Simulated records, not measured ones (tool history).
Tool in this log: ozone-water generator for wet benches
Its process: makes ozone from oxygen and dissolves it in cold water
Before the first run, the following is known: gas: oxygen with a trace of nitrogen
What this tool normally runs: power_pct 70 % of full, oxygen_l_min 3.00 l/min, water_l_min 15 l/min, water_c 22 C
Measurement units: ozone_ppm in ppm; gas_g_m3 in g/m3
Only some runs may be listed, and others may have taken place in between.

run	day	power_pct	oxygen_l_min	water_l_min	water_c	ozone_ppm	gas_g_m3
1	0.000	70	3.00	15	22	19.3	219.4
2	0.958	70	3.00	15	20	20.0	218.1
3	1.888	70	3.00	15	20	19.5	218.7
4	3.367	70	1.98	15	20	19.4	278.1
5	4.150	70	1.98	15	20	19.4	282.0
6	5.921	70	1.98	15	20	19.6	282.1
7	6.954	70	1.98	15	20	19.5	277.0
8	7.817	70	1.98	15	20	19.5	279.0
9	9.367	70	1.98	15	20	19.3	283.0
10	10.300	70	1.98	15	20	19.6	282.9
11	11.554	70	1.98	15	20	19.7	282.1
12	13.242	70	2.08	16	20	18.3	272.2
13	15.017	45	3.72	24	24	9.8	151.9
14	16.479	48	3.30	21	15	12.6	168.2
15	17.571	48	3.30	11	15	22.1	167.3
16	19.383	48	3.30	11	15	22.2	167.1
17	20.792	48	3.30	11	15	22.1	167.1
18	21.950	48	3.30	11	15	22.2	167.5
19	22.746	48	3.30	11	15	21.9	167.6
20	24.517	50	3.12	21	22	12.0	178.3
21	25.362	60	3.12	21	29	12.0	195.4
22	26.838	62	5.00	20	16	15.1	148.6

Consider 5 possible next runs. They are alternatives, not a sequence: every one starts from the tool as it was left by run 22. What does each give?
A	27.729	65	3.00	17	22	?	?
B	27.729	43	5.17	18	16	?	?
C	27.729	62	3.81	22	16	?	?
D	27.729	51	3.00	16	22	?	?
E	27.729	71	2.47	20	15	?	?

run	ozone_ppm	gas_g_m3
A	16.2	209.4
B	13.3	120.1
C	13.6	175.7
D	15.4	184.1
E	15.8	248.6
The same runs, with their run-to-run variation unchanged, on a tool lacking any hidden condition would have given:
run	ozone_ppm	gas_g_m3
A	16.2	209.4
B	13.3	120.1
C	13.6	175.7
D	15.4	184.1
E	15.8	248.6
